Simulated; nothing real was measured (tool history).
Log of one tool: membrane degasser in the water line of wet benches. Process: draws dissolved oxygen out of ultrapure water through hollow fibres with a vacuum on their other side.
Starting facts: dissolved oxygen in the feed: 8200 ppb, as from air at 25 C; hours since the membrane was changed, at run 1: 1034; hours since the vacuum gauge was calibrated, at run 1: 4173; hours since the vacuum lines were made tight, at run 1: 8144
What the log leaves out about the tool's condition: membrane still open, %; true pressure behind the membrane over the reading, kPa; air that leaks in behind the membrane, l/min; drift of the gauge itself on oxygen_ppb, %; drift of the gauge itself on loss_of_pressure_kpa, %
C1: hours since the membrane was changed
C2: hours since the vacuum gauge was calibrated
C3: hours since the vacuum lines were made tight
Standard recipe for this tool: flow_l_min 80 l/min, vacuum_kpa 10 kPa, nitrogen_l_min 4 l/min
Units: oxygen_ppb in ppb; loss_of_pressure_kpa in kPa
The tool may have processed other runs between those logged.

run 1 hour=0 | flow_l_min=80 vacuum_kpa=10 nitrogen_l_min=4 | C1=1034 C2=4173 C3=8144 | oxygen_ppb=473.2 loss_of_pressure_kpa=47.86
run 2 hour=21.6 | flow_l_min=80 vacuum_kpa=10 nitrogen_l_min=4 | C1=1055 C2=4194 C3=8166 | oxygen_ppb=475.8 loss_of_pressure_kpa=48.04
run 3 hour=57.2 | flow_l_min=80 vacuum_kpa=10 nitrogen_l_min=4 | C1=1091 C2=4230 C3=8201 | oxygen_ppb=477.2 loss_of_pressure_kpa=47.64
run 4 hour=81.7 | flow_l_min=80 vacuum_kpa=10 nitrogen_l_min=4 | C1=1115 C2=4254 C3=8226 | oxygen_ppb=469.3 loss_of_pressure_kpa=47.84
run 5 hour=101.9 | flow_l_min=80 vacuum_kpa=10 nitrogen_l_min=4 | C1=1136 C2=4275 C3=8246 | oxygen_ppb=473 loss_of_pressure_kpa=47.79
run 6 hour=132.9 | flow_l_min=80 vacuum_kpa=10 nitrogen_l_min=4 | C1=1167 C2=4306 C3=8277 | oxygen_ppb=469.5 loss_of_pressure_kpa=48.21
run 7 hour=162.9 | flow_l_min=80 vacuum_kpa=10 nitrogen_l_min=4 | C1=1197 C2=4336 C3=8307 | oxygen_ppb=471 loss_of_pressure_kpa=47.92
run 8 hour=197 | flow_l_min=80 vacuum_kpa=10 nitrogen_l_min=7.49 | C1=1231 C2=4370 C3=8341 | oxygen_ppb=343.7 loss_of_pressure_kpa=47.81
run 9 hour=227.3 | flow_l_min=80 vacuum_kpa=10 nitrogen_l_min=7.49 | C1=1261 C2=4400 C3=8372 | oxygen_ppb=339.8 loss_of_pressure_kpa=47.97
run 10 hour=270.9 | flow_l_min=80 vacuum_kpa=10 nitrogen_l_min=4 | C1=1305 C2=4444 C3=8415 | oxygen_ppb=473.2 loss_of_pressure_kpa=48.1
run 11 hour=293.4 | flow_l_min=73 vacuum_kpa=10 nitrogen_l_min=4 | C1=1327 C2=4466 C3=8438 | oxygen_ppb=402.7 loss_of_pressure_kpa=43.9
run 12 hour=334.6 | flow_l_min=67 vacuum_kpa=10 nitrogen_l_min=4 | C1=1368 C2=4507 C3=8479 | oxygen_ppb=350.7 loss_of_pressure_kpa=39.88
run 13 hour=359.1 | flow_l_min=67 vacuum_kpa=14.5 nitrogen_l_min=4 | C1=1393 C2=4532 C3=8503 | oxygen_ppb=518.3 loss_of_pressure_kpa=40.34
run 14 hour=381.8 | flow_l_min=67 vacuum_kpa=14.5 nitrogen_l_min=4 | C1=1416 C2=4555 C3=8526 | oxygen_ppb=506.7 loss_of_pressure_kpa=40.14
run 15 hour=420.3 | flow_l_min=67 vacuum_kpa=14.5 nitrogen_l_min=4 | C1=1454 C2=4593 C3=8565 | oxygen_ppb=518.9 loss_of_pressure_kpa=40.28
run 16 hour=466.7 | flow_l_min=67 vacuum_kpa=14.5 nitrogen_l_min=4 | C1=1500 C2=4639 C3=8611 | oxygen_ppb=515.9 loss_of_pressure_kpa=40.14
run 17 hour=504.4 | flow_l_min=67 vacuum_kpa=14.5 nitrogen_l_min=4 | C1=1538 C2=4677 C3=8649 | oxygen_ppb=508.7 loss_of_pressure_kpa=40.07
run 18 hour=525.4 | flow_l_min=59 vacuum_kpa=14.5 nitrogen_l_min=3.61 | C1=1559 C2=4698 C3=8670 | oxygen_ppb=469.4 loss_of_pressure_kpa=35.24
run 19 hour=568.9 | flow_l_min=59 vacuum_kpa=14.5 nitrogen_l_min=3.61 | C1=1603 C2=4742 C3=8713 | oxygen_ppb=466.3 loss_of_pressure_kpa=35.18
run 20 hour=591.2 | flow_l_min=80 vacuum_kpa=10 nitrogen_l_min=2.1 | C1=1625 C2=4764 C3=8735 | oxygen_ppb=667.8 loss_of_pressure_kpa=47.98
run 21 hour=617.2 | flow_l_min=80 vacuum_kpa=8.3 nitrogen_l_min=3.68 | C1=1651 C2=4790 C3=8762 | oxygen_ppb=417.4 loss_of_pressure_kpa=47.83
run 22 hour=637.3 | flow_l_min=80 vacuum_kpa=8.3 nitrogen_l_min=3.68 | C1=1671 C2=4810 C3=8782 | oxygen_ppb=421.5 loss_of_pressure_kpa=47.85
run 23 hour=676.6 | flow_l_min=80 vacuum_kpa=8.4 nitrogen_l_min=4.05 | C1=1710 C2=4849 C3=8821 | oxygen_ppb=409.7 loss_of_pressure_kpa=48.2
run 24 hour=714.5 | flow_l_min=80 vacuum_kpa=8.4 nitrogen_l_min=4.05 | C1=1748 C2=4887 C3=8859 | oxygen_ppb=410 loss_of_pressure_kpa=48.11
run 25 hour=739.7 | flow_l_min=80 vacuum_kpa=8.4 nitrogen_l_min=4.05 | C1=1773 C2=4912 C3=8884 | oxygen_ppb=405 loss_of_pressure_kpa=47.93
run 26 hour=773.3 | flow_l_min=80 vacuum_kpa=8.4 nitrogen_l_min=4.05 | C1=1807 C2=4946 C3=8918 | oxygen_ppb=406.3 loss_of_pressure_kpa=48.32
run 27 hour=804.1 | flow_l_min=95 vacuum_kpa=10 nitrogen_l_min=5.99 | C1=1838 C2=4977 C3=8948 | oxygen_ppb=532.1 loss_of_pressure_kpa=57.15

Forecast each of these 3 alternatives for the next run:
run A hour=836.1 | flow_l_min=58 vacuum_kpa=10 nitrogen_l_min=4 | C1=1870 C2=5009 C3=8980 | oxygen_ppb=? loss_of_pressure_kpa=?
run B hour=836.1 | flow_l_min=95 vacuum_kpa=10 nitrogen_l_min=4 | C1=1870 C2=5009 C3=8980 | oxygen_ppb=? loss_of_pressure_kpa=?
run C hour=836.1 | flow_l_min=118 vacuum_kpa=18.4 nitrogen_l_min=5.99 | C1=1870 C2=5009 C3=8980 | oxygen_ppb=? loss_of_pressure_kpa=?

run=A oxygen_ppb=290.5 loss_of_pressure_kpa=35.02
run=B oxygen_ppb=630.3 loss_of_pressure_kpa=57.08
run=C oxygen_ppb=1070.7 loss_of_pressure_kpa=71.28
Without the tool's hidden state the same runs would have given:
run=A oxygen_ppb=278 loss_of_pressure_kpa=34.64
run=B oxygen_ppb=607.6 loss_of_pressure_kpa=56.46
run=C oxygen_ppb=1047.2 loss_of_pressure_kpa=70.51

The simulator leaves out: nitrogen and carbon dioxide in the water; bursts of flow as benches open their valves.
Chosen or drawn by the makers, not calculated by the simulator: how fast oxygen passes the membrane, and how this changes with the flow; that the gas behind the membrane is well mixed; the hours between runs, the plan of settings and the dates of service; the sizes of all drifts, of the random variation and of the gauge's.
